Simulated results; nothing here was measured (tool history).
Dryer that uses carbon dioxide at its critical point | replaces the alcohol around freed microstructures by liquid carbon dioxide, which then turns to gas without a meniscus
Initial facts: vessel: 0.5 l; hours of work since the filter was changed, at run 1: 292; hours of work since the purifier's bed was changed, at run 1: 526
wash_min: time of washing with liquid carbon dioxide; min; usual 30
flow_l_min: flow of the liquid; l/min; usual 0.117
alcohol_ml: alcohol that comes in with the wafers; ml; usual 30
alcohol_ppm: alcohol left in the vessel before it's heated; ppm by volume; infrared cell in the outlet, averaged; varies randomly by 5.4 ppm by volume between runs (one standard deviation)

| run | hour | wash_min | flow_l_min | alcohol_ml | hours of work since the filter was changed | hours of work since the purifier's bed was changed | alcohol_ppm |
|---|---|---|---|---|---|---|---|
| 1 | 0.0 | 30 | 0.117 | 30 | 292 | 526 | 265 |
| 2 | 42.1 | 30 | 0.117 | 30 | 309 | 543 | 282 |
| 3 | 79.5 | 30 | 0.117 | 30 | 324 | 558 | 286 |
| 4 | 102.3 | 30 | 0.117 | 30 | 334 | 567 | 286 |
| 5 | 122.7 | 30 | 0.117 | 30 | 342 | 576 | 295 |
| 6 | 169.2 | 30 | 0.117 | 30 | 361 | 595 | 297 |
| 7 | 208.4 | 30 | 0.117 | 30 | 377 | 611 | 296 |
| 8 | 237.4 | 26 | 0.115 | 64 | 389 | 623 | 1176 |

What does the tool deliver on the next run?
| 9 | 272.7 | 18 | 0.115 | 64 | 403 | 637 | ? |

alcohol_ppm: 4853 ppm by volume
Take away the tool's hidden state, keep the run-to-run variation as it was, and the same run would have given alcohol_ppm 3609 ppm by volume.
